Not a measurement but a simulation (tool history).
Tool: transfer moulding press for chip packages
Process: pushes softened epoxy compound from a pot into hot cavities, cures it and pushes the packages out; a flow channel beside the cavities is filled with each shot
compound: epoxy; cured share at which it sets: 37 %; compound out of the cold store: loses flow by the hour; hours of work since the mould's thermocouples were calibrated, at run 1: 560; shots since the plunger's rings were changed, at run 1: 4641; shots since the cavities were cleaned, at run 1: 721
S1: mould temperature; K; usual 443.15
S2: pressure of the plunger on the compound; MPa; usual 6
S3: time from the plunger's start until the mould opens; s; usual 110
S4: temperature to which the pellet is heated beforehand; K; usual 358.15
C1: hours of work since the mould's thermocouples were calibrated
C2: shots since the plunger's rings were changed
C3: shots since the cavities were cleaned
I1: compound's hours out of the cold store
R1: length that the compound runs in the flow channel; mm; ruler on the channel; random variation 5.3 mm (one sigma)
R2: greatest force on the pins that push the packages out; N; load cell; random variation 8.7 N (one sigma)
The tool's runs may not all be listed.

| run | hour | S1 | S2 | S3 | S4 | C1 | C2 | C3 | I1 | R1 | R2 |
|---|---|---|---|---|---|---|---|---|---|---|---|
| 1 | 0 | 443.15 | 6 | 110 | 358.15 | 560 | 4641 | 721 | 12.6 | 530 | 615 |
|  | 16 | cavities cleaned with cleaning compound and waxed |
| 2 | 46.6 | 443.15 | 6 | 110 | 359.15 | 579 | 4966 | 220 | 22.4 | 494 | 466 |
| 3 | 87.4 | 443.15 | 6 | 110 | 359.15 | 597 | 5260 | 514 | 29.1 | 482 | 556 |
|  | 134.1 | cavities cleaned with cleaning compound and waxed |
| 4 | 139.1 | 443.15 | 6 | 110 | 359.15 | 619 | 5622 | 36 | 20.4 | 494 | 392 |
| 5 | 178.5 | 443.15 | 6 | 110 | 363.15 | 636 | 5905 | 319 | 20.7 | 489 | 492 |
|  | 210.3 | plunger's sealing rings changed |
| 6 | 211.5 | 443.15 | 6 | 110 | 363.15 | 649 | 9 | 539 | 38.7 | 500 | 548 |
|  | 254.7 | cavities cleaned with cleaning compound and waxed |
| 7 | 254.7 | 443.15 | 6 | 110 | 356.15 | 667 | 310 | 0 | 11.1 | 563 | 380 |
| 8 | 296.2 | 443.15 | 6 | 110 | 356.15 | 685 | 608 | 298 | 32.3 | 521 | 482 |
| 9 | 333.9 | 443.15 | 6 | 110 | 353.15 | 702 | 880 | 570 | 24.9 | 526 | 593 |
|  | 373 | cavities cleaned with cleaning compound and waxed |
| 10 | 382.8 | 443.15 | 6 | 110 | 353.15 | 723 | 1221 | 70 | 22.2 | 537 | 407 |
| 11 | 405.6 | 447.15 | 6 | 110 | 358.15 | 732 | 1386 | 235 | 23.2 | 510 | 419 |
| 12 | 453.1 | 447.15 | 6 | 110 | 358.15 | 753 | 1728 | 577 | 10.8 | 542 | 506 |
|  | 490.6 | cavities cleaned with cleaning compound and waxed |
| 13 | 492.1 | 443.15 | 6 | 103 | 358.15 | 770 | 1998 | 11 | 42.9 | 476 | 383 |
| 14 | 541.2 | 443.15 | 6 | 103 | 358.15 | 791 | 2352 | 365 | 25.3 | 515 | 559 |
| 15 | 573.3 | 443.15 | 6 | 103 | 358.15 | 805 | 2583 | 596 | 32 | 493 | 600 |
|  | 610.4 | cavities cleaned with cleaning compound and waxed |
| 16 | 622.8 | 443.15 | 6 | 103 | 358.15 | 826 | 2929 | 90 | 39.8 | 479 | 408 |
|  | 656.6 | mould's thermocouples calibrated |
| 17 | 658 | 443.15 | 6 | 110 | 361.15 | 1 | 3168 | 329 | 19.6 | 528 | 533 |
| 18 | 699.3 | 447.15 | 5.31 | 110 | 358.15 | 19 | 3466 | 627 | 22.5 | 473 | 530 |
|  | 730.1 | cavities cleaned with cleaning compound and waxed |
| 19 | 732 | 447.15 | 5.31 | 110 | 358.15 | 32 | 3690 | 13 | 22.5 | 470 | 339 |
| 20 | 753.6 | 447.15 | 5.31 | 110 | 358.15 | 42 | 3846 | 169 | 28.7 | 457 | 400 |
| 21 | 777.5 | 439.15 | 7.14 | 145 | 355.15 | 52 | 4018 | 341 | 10.6 | 593 | 473 |
| 22 | 826.6 | 439.15 | 7.14 | 145 | 355.15 | 73 | 4372 | 695 | 16.2 | 577 | 543 |
|  | 850.4 | cavities cleaned with cleaning compound and waxed |
| 23 | 860.2 | 443.15 | 6 | 106 | 360.15 | 87 | 4603 | 70 | 13.1 | 515 | 457 |
| 24 | 903.3 | 443.15 | 6 | 106 | 360.15 | 106 | 4913 | 380 | 24.9 | 491 | 560 |
| 25 | 934.7 | 443.15 | 6.85 | 110 | 354.15 | 120 | 5140 | 607 | 30.9 | 507 | 624 |
|  | 968.9 | cavities cleaned with cleaning compound and waxed |
| 26 | 968.9 | 443.15 | 6.5 | 110 | 354.15 | 134 | 5375 | 0 | 8.4 | 540 | 395 |
| 27 | 1006.4 | 443.15 | 6 | 135 | 354.15 | 150 | 5646 | 271 | 20.3 | 496 | 430 |
| 28 | 1036.2 | 443.15 | 6.47 | 142 | 365.15 | 163 | 5860 | 485 | 17.4 | 516 | 493 |

Forecast each of these 3 alternatives for the next run:
| A | 1067.9 | 443.15 | 6 | 117 | 358.15 | 177 | 6089 | 714 | 20.8 | ? | ? |
| B | 1067.9 | 436.15 | 6.45 | 102 | 358.15 | 177 | 6089 | 714 | 8.6 | ? | ? |
| C | 1067.9 | 443.15 | 5.37 | 142 | 365.15 | 177 | 6089 | 714 | 15.8 | ? | ? |

| run | R1 | R2 |
|---|---|---|
| A | 488 | 605 |
| B | 542 | 1228 |
| C | 477 | 520 |
Without the tool's hidden state the same runs would have given:
| run | R1 | R2 |
|---|---|---|
| A | 551 | 371 |
| B | 612 | 760 |
| C | 537 | 313 |
